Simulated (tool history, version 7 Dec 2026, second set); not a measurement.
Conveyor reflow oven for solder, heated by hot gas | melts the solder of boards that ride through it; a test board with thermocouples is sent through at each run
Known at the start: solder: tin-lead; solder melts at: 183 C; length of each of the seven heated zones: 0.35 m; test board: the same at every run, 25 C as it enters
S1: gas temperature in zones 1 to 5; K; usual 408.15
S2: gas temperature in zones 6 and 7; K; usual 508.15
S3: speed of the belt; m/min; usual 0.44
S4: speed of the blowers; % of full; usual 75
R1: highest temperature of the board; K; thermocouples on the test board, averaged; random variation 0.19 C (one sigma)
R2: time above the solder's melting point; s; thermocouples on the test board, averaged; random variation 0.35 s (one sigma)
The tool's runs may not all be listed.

run,hour,S1,S2,S3,S4,R1,R2
1,0,408.15,508.15,0.44,75,494.15,74.5
2,33.9,408.15,508.15,0.44,75,493.55,75.4
3,69.9,408.15,504.15,0.44,75,490.55,71.5
4,104.3,408.15,508.15,0.44,75,493.75,74.7
5,129.9,411.15,508.15,0.44,75,494.05,76.1
6,158.9,411.15,508.15,0.44,75,494.25,76.2
7,180.6,408.15,497.15,0.44,75,484.05,65.1
8,200.6,408.15,497.15,0.44,75,484.25,65.3
# hour 216.5: thermocouples of zones 6 and 7 changed
9,220.6,408.15,497.15,0.44,75,480.85,61.5
# hour 250.7: flux residue cleaned out of gas plates and filters
10,261,408.15,508.15,0.44,75,492.65,73.7
11,292.2,408.15,508.15,0.44,75,492.15,73.6
12,315.5,408.15,508.15,0.44,75,491.95,73.6
13,336.9,408.15,508.15,0.44,75,492.15,73.9
14,370.9,408.15,508.15,0.44,75,491.95,73.2
15,387.5,408.15,508.15,0.44,75,491.45,73.2
16,405.5,411.15,523.15,0.465,81,504.45,80.2
17,439.1,408.15,499.15,0.356,53,485.25,83.7
18,458.2,408.15,499.15,0.356,53,485.45,83.9
19,489.4,408.15,499.15,0.356,53,485.25,83.3
20,512,404.15,499.15,0.356,53,484.55,81
21,544.8,410.15,502.15,0.44,75,486.65,69
22,576.8,410.15,501.15,0.44,75,485.35,67.7
# hour 602.9: flux residue cleaned out of gas plates and filters
23,611.5,395.15,516.15,0.437,75,498.35,75.2
24,644.2,405.15,506.15,0.437,75,491.45,72.3
25,676.2,405.15,506.15,0.437,75,490.75,72.5
26,698.2,405.15,508.15,0.369,88,499.25,96.8
27,719.7,405.15,508.15,0.369,88,499.35,96.6
28,753.4,394.15,508.15,0.435,59,486.95,62.6
29,786.6,394.15,508.15,0.435,59,486.75,63.2
30,813.1,407.15,508.15,0.44,80,493.35,75.4

4 ways to go on from here, each from the tool as it stands after run 30. What would each give?
A,831.5,417.15,519.15,0.44,75,?,?
B,831.5,403.15,508.15,0.44,90,?,?
C,831.5,399.15,500.15,0.44,75,?,?
D,831.5,404.15,508.15,0.44,75,?,?

run,R1,R2
A,504.25,87.1
B,494.05,75.1
C,483.95,61.7
D,491.65,72.4
Without the tool's hidden state the same runs would have given:
run,R1,R2
A,503.65,84.2
B,493.65,72.6
C,483.45,59.4
D,491.15,69.8

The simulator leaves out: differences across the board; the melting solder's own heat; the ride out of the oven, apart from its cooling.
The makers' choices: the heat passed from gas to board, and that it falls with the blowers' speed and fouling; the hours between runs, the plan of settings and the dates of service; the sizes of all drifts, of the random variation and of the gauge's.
